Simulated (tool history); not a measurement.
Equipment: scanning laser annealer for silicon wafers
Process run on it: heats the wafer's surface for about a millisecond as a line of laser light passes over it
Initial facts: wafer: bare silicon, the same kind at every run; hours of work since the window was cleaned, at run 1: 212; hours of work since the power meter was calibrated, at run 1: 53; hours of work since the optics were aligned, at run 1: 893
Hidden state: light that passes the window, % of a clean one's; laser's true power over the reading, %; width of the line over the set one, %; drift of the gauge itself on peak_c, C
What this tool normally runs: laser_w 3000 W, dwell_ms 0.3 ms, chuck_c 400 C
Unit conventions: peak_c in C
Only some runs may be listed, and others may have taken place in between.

run   hour  laser_w  dwell_ms  chuck_c  hours of work since the window was cleaned  hours of work since the power meter was calibrated  hours of work since the optics were aligned  peak_c
  1      0     3000       0.3      400                                         212                                                  53                                          893    1103
  2   11.2     3000       0.3      369                                         219                                                  60                                          899    1074
  3   22.3     3000       0.3      369                                         226                                                  67                                          906    1072
  4   35.6     3000       0.3      369                                         234                                                  75                                          914    1069
  5   50.4     3000       0.3      369                                         243                                                  84                                          923    1072
  6   61.6     3000       0.3      369                                         250                                                  91                                          930    1070
  7   80.3     3000       0.3      369                                         261                                                 102                                          942    1073
  8   99.6     3000       0.3      369                                         273                                                 114                                          954    1071
  9  120.8     3000       0.3      369                                         286                                                 127                                          967    1067
 10    130     3000     0.238      400                                         292                                                 133                                          972    1013
 11  149.1     3000       0.3      400                                         303                                                 145                                          984    1097
 12  161.8     3000     0.311      400                                         311                                                 152                                          992    1113
 13  182.4     3223     0.311      400                                         324                                                 165                                         1004    1176
 14  201.3     2597     0.315      407                                         335                                                 177                                         1016    1012
 15  211.1     3066     0.232      400                                         341                                                 183                                         1022    1016
 16  225.8     3066     0.232      400                                         350                                                 192                                         1031    1016
 17    246     3203      0.24      412                                         363                                                 204                                         1043    1072
 18  264.3     3203      0.24      412                                         374                                                 215                                         1054    1071
 19    286     3000       0.3      419                                         387                                                 228                                         1068    1113
 20  305.7     2952     0.373      396                                         399                                                 240                                         1080    1173
 21  322.4     2952     0.373      396                                         410                                                 251                                         1090    1175
 22  342.2     2952     0.373      396                                         422                                                 263                                         1102    1172
 23    364     2589     0.232      374                                         435                                                 276                                         1116     878

Same runs, no hidden state in the tool, same run-to-run variation:
run  peak_c
  1    1116
  2    1087
  3    1086
  4    1083
  5    1086
  6    1085
  7    1088
  8    1087
  9    1084
 10    1027
 11    1114
 12    1131
 13    1196
 14    1028
 15    1033
 16    1033
 17    1090
 18    1090
 19    1134
 20    1197
 21    1199
 22    1197
 23     894
